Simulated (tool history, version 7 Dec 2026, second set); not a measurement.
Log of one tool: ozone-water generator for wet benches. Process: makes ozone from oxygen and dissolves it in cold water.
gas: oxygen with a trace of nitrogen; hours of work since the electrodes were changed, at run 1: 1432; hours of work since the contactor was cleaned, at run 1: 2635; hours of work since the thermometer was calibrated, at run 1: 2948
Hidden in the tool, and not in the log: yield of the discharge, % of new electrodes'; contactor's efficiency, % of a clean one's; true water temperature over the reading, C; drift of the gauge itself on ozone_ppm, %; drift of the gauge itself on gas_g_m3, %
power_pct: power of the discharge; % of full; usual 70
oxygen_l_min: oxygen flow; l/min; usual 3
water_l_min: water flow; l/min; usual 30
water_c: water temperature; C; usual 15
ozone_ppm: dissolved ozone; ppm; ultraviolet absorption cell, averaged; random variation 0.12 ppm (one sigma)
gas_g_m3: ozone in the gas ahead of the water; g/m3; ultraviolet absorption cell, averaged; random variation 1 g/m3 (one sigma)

run	day	power_pct	oxygen_l_min	water_l_min	water_c	hours of work since the electrodes were changed	hours of work since the contactor was cleaned	hours of work since the thermometer was calibrated	ozone_ppm	gas_g_m3
1	0	70	3	30	15	1432	2635	2948	11.2	180.9
2	3.458	70	3	30	15	1493	2696	3009	11.2	179.7
3	7.733	70	3	30	15	1568	2771	3085	11.1	181.1
4	11.333	70	3	30	15	1632	2835	3148	11.2	180.5
5	15.221	70	3	20	15	1700	2904	3217	16.5	179.5
6	18.075	70	3	20	15	1751	2954	3267	16.4	179.7
7	23.429	70	3	20	15	1845	3048	3362	16.7	179.4
8	27.921	70	4.01	30	15	1925	3128	3441	12.2	156.3
9	30.825	70	4.01	30	15	1976	3179	3493	12	154.5
10	34.646	70	4.01	30	15	2044	3247	3560	12.3	155.1
11	37.196	82	3	30	15	2089	3292	3605	12.2	198.5
12	40.683	70	3	30	15	2150	3353	3667	11.2	180.7
13	43.521	70	3	30	15	2200	3403	3717	11.2	179.5
14	47.254	70	3	30	15	2266	3469	3783	11.3	180.2
15	52.758	70	3	30	15	2364	3567	3880	11.3	179.5
16	55.733	70	3	30	15	2416	3619	3932	11.4	180
17	59.517	70	3	42	8	2483	3686	3999	8.1	181.3
18	64.238	70	3	42	8	2566	3769	4083	8.2	180.2
19	68.542	50	3.21	42	16	2642	3845	4159	6.5	142.5
20	71.592	70	3	42	19	2696	3899	4213	7.6	180
# day 72.35: water thermometer calibrated
21	74.15	46	2.72	24	18	2741	3944	32	10.2	148.1
22	78.279	97	3	28	18	2814	4017	105	14.1	217.6
23	83.317	41	3.45	42	13	2903	4106	194	6.1	123.4
24	88.258	68	1.81	28	15	2990	4193	281	10.1	231.4
25	91.65	80	1.81	28	16	3050	4253	341	11	251.2
# day 93.567: contactor cleaned
26	94.471	80	1.81	28	16	3097	16	388	11.2	250.9
27	98.125	72	3	30	12	3162	80	452	11.5	184.7

Hidden state at the last listed run before each entry between runs and at the first one after, where it differs:
Between runs 20 and 21: water thermometer calibrated (day 72.35)
  no hidden state differs between the two runs
Between runs 25 and 26: contactor cleaned (day 93.567)
  contactor's efficiency, % of a clean one's: 99.9 -> 100
